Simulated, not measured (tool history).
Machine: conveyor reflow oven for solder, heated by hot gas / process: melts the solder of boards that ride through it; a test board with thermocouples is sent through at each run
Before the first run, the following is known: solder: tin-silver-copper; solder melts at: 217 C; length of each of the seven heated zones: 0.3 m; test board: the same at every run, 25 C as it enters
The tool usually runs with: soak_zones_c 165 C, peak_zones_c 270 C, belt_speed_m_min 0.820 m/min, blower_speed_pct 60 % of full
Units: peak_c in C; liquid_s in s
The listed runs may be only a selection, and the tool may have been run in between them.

| run | hour | soak_zones_c | peak_zones_c | belt_speed_m_min | blower_speed_pct | peak_c | liquid_s |
|---|---|---|---|---|---|---|---|
| 1 | 0.0 | 165 | 270 | 0.820 | 60 | 248.5 | 28.68 |
| 2 | 12.4 | 165 | 270 | 0.820 | 60 | 248.6 | 28.85 |
| 3 | 26.2 | 165 | 270 | 0.820 | 60 | 248.3 | 28.93 |
| 4 | 36.4 | 176 | 270 | 0.820 | 60 | 251.0 | 32.10 |
| 5 | 47.6 | 176 | 270 | 0.820 | 60 | 250.7 | 32.09 |
| 6 | 58.0 | 159 | 270 | 0.820 | 60 | 247.1 | 26.96 |
| 7 | 71.5 | 159 | 270 | 0.820 | 60 | 247.1 | 27.18 |
| 8 | 81.1 | 165 | 270 | 0.820 | 60 | 248.5 | 28.74 |
| 9 | 96.7 | 165 | 270 | 0.820 | 60 | 248.6 | 28.72 |
| 10 | 112.6 | 165 | 271 | 0.820 | 60 | 249.2 | 29.14 |
| 11 | 125.9 | 165 | 270 | 0.820 | 61 | 248.4 | 28.91 |
| 12 | 140.7 | 165 | 270 | 0.977 | 60 | 240.8 | 19.63 |
| 13 | 149.3 | 165 | 270 | 0.977 | 60 | 240.8 | 19.64 |
| 14 | 168.3 | 165 | 270 | 0.977 | 60 | 240.6 | 19.62 |
| 15 | 184.1 | 165 | 270 | 0.820 | 60 | 248.3 | 28.56 |
|  | 190.5 | flux residue cleaned out of gas plates and filters |
| 16 | 206.5 | 175 | 263 | 0.825 | 66 | 244.9 | 28.83 |
| 17 | 219.1 | 165 | 283 | 0.820 | 60 | 258.5 | 32.88 |
| 18 | 233.5 | 169 | 283 | 0.698 | 76 | 268.3 | 44.20 |
| 19 | 247.1 | 165 | 270 | 0.856 | 52 | 243.5 | 24.35 |
| 20 | 264.7 | 165 | 270 | 0.721 | 52 | 250.4 | 34.16 |
|  | 271.5 | flux residue cleaned out of gas plates and filters, once more |
| 21 | 289.0 | 165 | 271 | 0.876 | 60 | 247.8 | 26.53 |
| 22 | 305.9 | 165 | 272 | 0.870 | 60 | 248.8 | 27.15 |
| 23 | 318.0 | 158 | 266 | 0.820 | 78 | 248.5 | 28.52 |
| 24 | 336.9 | 158 | 266 | 0.888 | 70 | 243.8 | 23.38 |
| 25 | 346.4 | 174 | 276 | 0.698 | 78 | 264.8 | 44.32 |
| 26 | 359.8 | 165 | 278 | 0.820 | 60 | 256.2 | 32.31 |
| 27 | 377.8 | 165 | 260 | 0.820 | 68 | 242.7 | 26.48 |
| 28 | 391.3 | 164 | 272 | 0.942 | 51 | 242.0 | 21.13 |
| 29 | 404.6 | 178 | 272 | 0.942 | 51 | 246.0 | 25.23 |
| 30 | 415.5 | 165 | 282 | 0.783 | 60 | 261.7 | 36.19 |

Branching from run 30: 4 alternative next runs. What would each branch give?
| A | 425.5 | 165 | 273 | 0.820 | 60 | ? | ? |
| B | 425.5 | 158 | 282 | 0.819 | 79 | ? | ? |
| C | 425.5 | 173 | 270 | 0.960 | 60 | ? | ? |
| D | 425.5 | 165 | 278 | 0.924 | 84 | ? | ? |

| run | peak_c | liquid_s |
|---|---|---|
| A | 252.1 | 30.58 |
| B | 262.5 | 33.80 |
| C | 244.9 | 23.72 |
| D | 256.7 | 28.75 |
Without the tool's unlogged condition, the same runs would have read:
| run | peak_c | liquid_s |
|---|---|---|
| A | 251.7 | 30.31 |
| B | 262.3 | 33.56 |
| C | 244.7 | 23.55 |
| D | 256.5 | 28.58 |

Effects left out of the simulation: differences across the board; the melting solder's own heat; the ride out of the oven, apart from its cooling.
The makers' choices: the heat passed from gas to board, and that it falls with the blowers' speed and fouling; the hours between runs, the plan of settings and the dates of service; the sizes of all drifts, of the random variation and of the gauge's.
